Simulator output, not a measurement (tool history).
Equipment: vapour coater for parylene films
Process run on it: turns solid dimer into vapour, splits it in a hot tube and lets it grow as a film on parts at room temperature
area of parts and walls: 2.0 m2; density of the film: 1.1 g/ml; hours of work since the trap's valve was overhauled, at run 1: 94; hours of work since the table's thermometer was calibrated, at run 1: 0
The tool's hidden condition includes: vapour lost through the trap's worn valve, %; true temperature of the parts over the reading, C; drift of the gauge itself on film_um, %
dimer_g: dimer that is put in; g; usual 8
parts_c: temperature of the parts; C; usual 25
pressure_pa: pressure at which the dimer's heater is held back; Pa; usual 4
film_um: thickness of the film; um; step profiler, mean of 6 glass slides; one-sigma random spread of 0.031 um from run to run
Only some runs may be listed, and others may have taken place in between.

run	day	dimer_g	parts_c	pressure_pa	hours of work since the trap's valve was overhauled	hours of work since the table's thermometer was calibrated	film_um
1	0	8	25	4	94	0	2.91
2	3.167	8	25	4	149	55	2.86
3	5.583	8	25	4	191	97	2.8
4	9.188	8	25	4	253	159	2.77
5	11.529	8	25	4	294	200	2.83
6	14.304	8	25	4	342	248	2.77
7	16.825	8	25	2.45	386	292	3.05
8	20.083	8	25	4	443	349	2.69
9	23.458	3	25	4	501	407	1
10	25.367	3	25	4	534	440	0.94
11	27.621	8	25	4	573	479	2.6
# day 28.796: trap's valve overhauled
12	31.008	8	25	4	38	535	2.94
13	32.525	8	25	4.27	65	562	2.91
14	35.162	8	25	4	110	607	2.93
15	36.708	8	25	4	137	634	2.87
16	39.712	8	25	4	189	686	2.85
17	42.342	8	18	4	235	732	3.4
18	46.021	8	18	3.52	299	796	3.31
19	48.271	8	18	3.52	338	835	3.32
20	50.45	8	25	4	376	873	2.77
21	52.867	8	25	4	418	915	2.75
22	55.646	9	25	4	466	963	3.08
23	58.133	9	25	4	509	1006	3
24	60.054	8	22	4	543	1040	2.98
# day 63: trap's valve overhauled
25	63.408	5	25	8.17	7	1095	1.61
26	67.025	8	21	2.48	70	1158	3.52
27	69.229	8	21	2.48	108	1196	3.46
28	71.812	3	19	6.25	153	1241	1.25
# day 72.746: table's thermometer calibrated
29	75.167	3	19	6.25	210	42	1.16
30	77.317	3	19	6.25	248	79	1.14
31	79.721	3	19	6.25	290	121	1.13
32	83.408	4	31	4.67	354	185	1.08
33	85.958	6	29	4	398	229	1.78
34	88.912	8	26	7.18	449	281	2.31
35	91.971	13	23	7.36	502	334	4.03
36	95.596	4	22	4	565	397	1.43
# day 97.292: trap's valve overhauled
37	97.292	3	24	4.42	0	423	1.15
38	98.783	3	24	4.42	26	449	1.13
39	101.521	3	24	4.42	73	497	1.16
40	103.196	6	25	2.38	102	526	2.45
41	106.333	6	25	2.38	157	580	2.46
42	108.088	4	23	2.38	187	611	1.74
43	110.979	4	23	2.38	238	661	1.72
44	113.396	4	23	2.38	280	703	1.67
45	115.458	8	20	6.37	315	739	3.03
46	117.092	4	17	9.94	344	767	1.51
47	118.625	4	25	4	370	793	1.41

Subtracting, for every run, the result it would have given without the tool's unlogged condition from the measured result gives the following. The same run-to-run variation enters both numbers; the gauge's scatter may not:
run	film_um
1	-0.07
2	-0.09
3	-0.12
4	-0.15
5	-0.17
6	-0.2
7	-0.25
8	-0.26
9	-0.11
10	-0.12
11	-0.33
12	+0
13	-0.01
14	-0.04
15	-0.06
16	-0.08
17	-0.18
18	-0.23
19	-0.26
20	-0.19
21	-0.22
22	-0.28
23	-0.3
24	-0.32
25	+0.02
26	-0.06
27	-0.09
28	-0.01
29	-0.06
30	-0.06
31	-0.07
32	-0.08
33	-0.15
34	-0.22
35	-0.44
36	-0.18
37	+0.01
38	+0
39	+0
40	-0.02
41	-0.05
42	-0.06
43	-0.08
44	-0.1
45	-0.16
46	-0.09
47	-0.09
